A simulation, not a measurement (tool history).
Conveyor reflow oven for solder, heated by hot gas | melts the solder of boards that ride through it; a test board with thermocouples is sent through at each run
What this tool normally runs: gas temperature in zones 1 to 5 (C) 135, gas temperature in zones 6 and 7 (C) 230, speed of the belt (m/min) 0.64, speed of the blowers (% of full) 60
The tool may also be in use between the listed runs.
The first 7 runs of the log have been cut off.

run   hour  gas temperature in zones 1 to 5 (C)  gas temperature in zones 6 and 7 (C)  speed of the belt (m/min)  speed of the blowers (% of full)  hours of work since the flux was cleaned out  hours of work since the belt drive was overhauled  hours of work since the thermocouples were changed  highest temperature of the board (C)  time above the solder's melting point (s)
  8    288                                  135                                   230                      0.624                                60                                           309                                                954                                                 842                                 211.8                                       52.4
  9  346.8                                  135                                   230                      0.624                                60                                           334                                                979                                                 867                                 211.4                                       52.4
 10  399.5                                  135                                   230                      0.624                                60                                           356                                               1001                                                 889                                 210.6                                       52.3
     414.9  -- flux residue cleaned out of gas plates and filters
 11  431.8                                  135                                   230                      0.624                                60                                             7                                               1012                                                 901                                 213.5                                       55.4
 12  459.9                                  135                                   230                      0.624                                60                                            19                                               1024                                                 913                                 213.8                                       54.7
 13  516.3                                  135                                   230                      0.624                                60                                            43                                               1048                                                 936                                 213.1                                       54.9
 14  540.6                                  135                                   230                      0.624                                60                                            53                                               1058                                                 947                                 213.1                                       54.6
 15    576                                  135                                   230                      0.624                                60                                            68                                               1073                                                 962                                 212.3                                       54.3
 16  634.3                                  135                                   237                      0.713                                60                                            92                                               1097                                                 986                                 214.9                                       47.8
 17  691.2                                  135                                   219                       0.64                                60                                           116                                               1121                                                1010                                   202                                       41.5
 18  732.2                                  135                                   219                      0.741                                78                                           134                                               1139                                                1027                                 200.2                                       33.7
 19  788.1                                  135                                   219                      0.741                                78                                           157                                               1162                                                1051                                   200                                       33.2
 20  825.4                                  120                                   233                      0.741                                53                                           173                                               1178                                                1067                                 203.6                                       32.2
 21  862.3                                  120                                   233                      0.741                                53                                           188                                               1193                                                1082                                 203.5                                         32
 22  887.9                                  121                                   240                      0.754                                53                                           199                                               1204                                                1093                                 209.3                                       36.5
 23  919.8                                  132                                   230                       0.64                                60                                           213                                               1218                                                1106                                 210.7                                       48.9
 24  956.1                                  132                                   230                       0.64                                60                                           228                                               1233                                                1122                                 209.9                                       49.3

Predict the results of run 25:
      964.2  -- belt drive overhauled, speed set with a stopwatch
 25  1020.6                                  132                                   230                      0.554                                67                                           253                                                 24                                                1147                                     ?                                          ?

highest temperature of the board (C): 214.7
time above the solder's melting point (s): 62
Without the tool's hidden state the same run would have given highest temperature of the board (C) 220.5, time above the solder's melting point (s) 67.2.
